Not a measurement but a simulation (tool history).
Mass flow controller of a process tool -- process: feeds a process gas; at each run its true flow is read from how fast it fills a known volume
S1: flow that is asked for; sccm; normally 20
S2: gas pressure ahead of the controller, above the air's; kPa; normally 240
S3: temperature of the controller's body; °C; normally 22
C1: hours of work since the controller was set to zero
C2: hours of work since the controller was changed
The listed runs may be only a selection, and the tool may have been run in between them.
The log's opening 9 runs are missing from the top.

Run 10, hour 3418.8: usual settings; C1 3368; C2 3368. Result: true flow (%) 95.02.
Run 11, hour 3692.2: usual settings; C1 3537; C2 3537. Result: true flow (%) 94.97.
Run 12, hour 4036.1: usual settings; C1 3750; C2 3750. Result: true flow (%) 94.72.
Run 13, hour 4281.1: usual settings; C1 3902; C2 3902. Result: true flow (%) 94.51.
Run 14, hour 4617.3: usual settings; C1 4110; C2 4110. Result: true flow (%) 94.4.
Run 15, hour 4872: usual settings; C1 4268; C2 4268. Result: true flow (%) 94.27.
At hour 4914.5: controller's zero set anew.
Run 16, hour 5266.4: usual settings; C1 218; C2 4512. Result: true flow (%) 92.82.
Run 17, hour 5633.8: usual settings; C1 446; C2 4740. Result: true flow (%) 92.58.
Run 18, hour 5864.6: usual settings; C1 589; C2 4883. Result: true flow (%) 92.56.
Run 19, hour 6312.8: usual settings but S1 22 sccm, S3 21 °C; C1 866; C2 5161. Result: true flow (%) 92.79.
Run 20, hour 6757.3: usual settings but S1 6 sccm, S3 24 °C; C1 1142; C2 5436. Result: true flow (%) 81.99.
At hour 7063.6: controller's zero set anew, once more.
Run 21, hour 7101.3: usual settings but S1 10 sccm, S2 198 kPa; C1 23; C2 5649. Result: true flow (%) 95.39.
Run 22, hour 7547.2: usual settings but S1 7 sccm, S2 198 kPa, S3 31 °C; C1 300; C2 5925. Result: true flow (%) 95.06.
Run 23, hour 7874.4: usual settings but S1 41 sccm, S3 27 °C; C1 502; C2 6128. Result: true flow (%) 97.23.
Run 24, hour 8308.7: usual settings but S1 13 sccm, S2 160 kPa, S3 27 °C; C1 771; C2 6397. Result: true flow (%) 95.08.
Run 25, hour 8619.7: usual settings but S1 13 sccm, S2 160 kPa, S3 27 °C; C1 964; C2 6590. Result: true flow (%) 94.74.
Run 26, hour 8889.7: usual settings but S1 13 sccm, S2 145 kPa, S3 27 °C; C1 1131; C2 6757. Result: true flow (%) 94.62.
Run 27, hour 9336.8: usual settings but S2 146 kPa, S3 25 °C; C1 1408; C2 7034. Result: true flow (%) 95.03.
At hour 9827.1: controller exchanged for a calibrated one.
Run 28, hour 9848.9: usual settings but S2 146 kPa, S3 25 °C; C1 14; C2 14. Result: true flow (%) 98.36.
Run 29, hour 10364: usual settings but S1 6 sccm, S2 269 kPa, S3 23 °C; C1 333; C2 333. Result: true flow (%) 96.38.
Run 30, hour 10866: usual settings but S1 6 sccm, S2 221 kPa, S3 40 °C; C1 644; C2 644. Result: true flow (%) 96.62.
Run 31, hour 11366.5: usual settings but S1 32 sccm, S2 149 kPa, S3 24 °C; C1 954; C2 954. Result: true flow (%) 98.47.

For run 32, what comes out?
Run 32, hour 11860.5: usual settings but S3 31 °C; C1 1260; C2 1260. Result: true flow (%) ?.

Run 32 yielded true flow (%) 97.38.
With the hidden condition absent and the run-to-run variation left alone, this run would have shown true flow (%) 98.38.

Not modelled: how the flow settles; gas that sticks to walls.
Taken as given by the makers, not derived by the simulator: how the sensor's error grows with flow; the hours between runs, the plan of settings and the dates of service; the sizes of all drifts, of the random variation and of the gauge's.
